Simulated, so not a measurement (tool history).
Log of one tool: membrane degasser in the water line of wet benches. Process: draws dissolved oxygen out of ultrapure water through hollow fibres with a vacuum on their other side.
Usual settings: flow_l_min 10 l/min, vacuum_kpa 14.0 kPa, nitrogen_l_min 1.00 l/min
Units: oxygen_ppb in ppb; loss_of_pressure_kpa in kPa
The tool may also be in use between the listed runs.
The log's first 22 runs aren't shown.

{"run": 23, "hour": 2101.0, "flow_l_min": 7, "vacuum_kpa": 12.1, "nitrogen_l_min": 1.0, "oxygen_ppb": 169.9, "loss_of_pressure_kpa": 39.79}
{"run": 24, "hour": 2158.1, "flow_l_min": 7, "vacuum_kpa": 12.1, "nitrogen_l_min": 1.0, "oxygen_ppb": 170.8, "loss_of_pressure_kpa": 39.72}
{"run": 25, "hour": 2239.5, "flow_l_min": 7, "vacuum_kpa": 12.1, "nitrogen_l_min": 1.0, "oxygen_ppb": 170.9, "loss_of_pressure_kpa": 39.89}
{"run": 26, "hour": 2333.9, "flow_l_min": 9, "vacuum_kpa": 14.0, "nitrogen_l_min": 1.0, "oxygen_ppb": 278.5, "loss_of_pressure_kpa": 51.11}
{"run": 27, "hour": 2473.3, "flow_l_min": 9, "vacuum_kpa": 14.0, "nitrogen_l_min": 1.0, "oxygen_ppb": 279.4, "loss_of_pressure_kpa": 51.19}
{"run": 28, "hour": 2531.6, "flow_l_min": 7, "vacuum_kpa": 14.0, "nitrogen_l_min": 1.0, "oxygen_ppb": 204.7, "loss_of_pressure_kpa": 40.08}
{"run": 29, "hour": 2641.4, "flow_l_min": 10, "vacuum_kpa": 30.1, "nitrogen_l_min": 1.29, "oxygen_ppb": 558.0, "loss_of_pressure_kpa": 57.0}
{"run": 30, "hour": 2768.1, "flow_l_min": 10, "vacuum_kpa": 30.1, "nitrogen_l_min": 1.29, "oxygen_ppb": 551.8, "loss_of_pressure_kpa": 57.54}
{"run": 31, "hour": 2855.0, "flow_l_min": 12, "vacuum_kpa": 10.8, "nitrogen_l_min": 0.84, "oxygen_ppb": 370.6, "loss_of_pressure_kpa": 68.43}

Forecast each of these 5 alternatives for the next run:
{"run": "A", "hour": 2914.1, "flow_l_min": 12, "vacuum_kpa": 26.4, "nitrogen_l_min": 0.84, "oxygen_ppb": "?", "loss_of_pressure_kpa": "?"}
{"run": "B", "hour": 2914.1, "flow_l_min": 12, "vacuum_kpa": 17.9, "nitrogen_l_min": 0.84, "oxygen_ppb": "?", "loss_of_pressure_kpa": "?"}
{"run": "C", "hour": 2914.1, "flow_l_min": 6, "vacuum_kpa": 11.3, "nitrogen_l_min": 0.77, "oxygen_ppb": "?", "loss_of_pressure_kpa": "?"}
{"run": "D", "hour": 2914.1, "flow_l_min": 12, "vacuum_kpa": 15.6, "nitrogen_l_min": 0.84, "oxygen_ppb": "?", "loss_of_pressure_kpa": "?"}
{"run": "E", "hour": 2914.1, "flow_l_min": 10, "vacuum_kpa": 13.8, "nitrogen_l_min": 1.0, "oxygen_ppb": "?", "loss_of_pressure_kpa": "?"}

run=A oxygen_ppb=840.1 loss_of_pressure_kpa=68.29
run=B oxygen_ppb=582.2 loss_of_pressure_kpa=68.18
run=C oxygen_ppb=167.8 loss_of_pressure_kpa=34.40
run=D oxygen_ppb=516.0 loss_of_pressure_kpa=68.86
run=E oxygen_ppb=319.5 loss_of_pressure_kpa=56.95
Without the tool's hidden state the same runs would have given:
run=A oxygen_ppb=804.3 loss_of_pressure_kpa=67.21
run=B oxygen_ppb=556.0 loss_of_pressure_kpa=67.10
run=C oxygen_ppb=152.2 loss_of_pressure_kpa=33.86
run=D oxygen_ppb=492.2 loss_of_pressure_kpa=67.77
run=E oxygen_ppb=300.6 loss_of_pressure_kpa=56.05
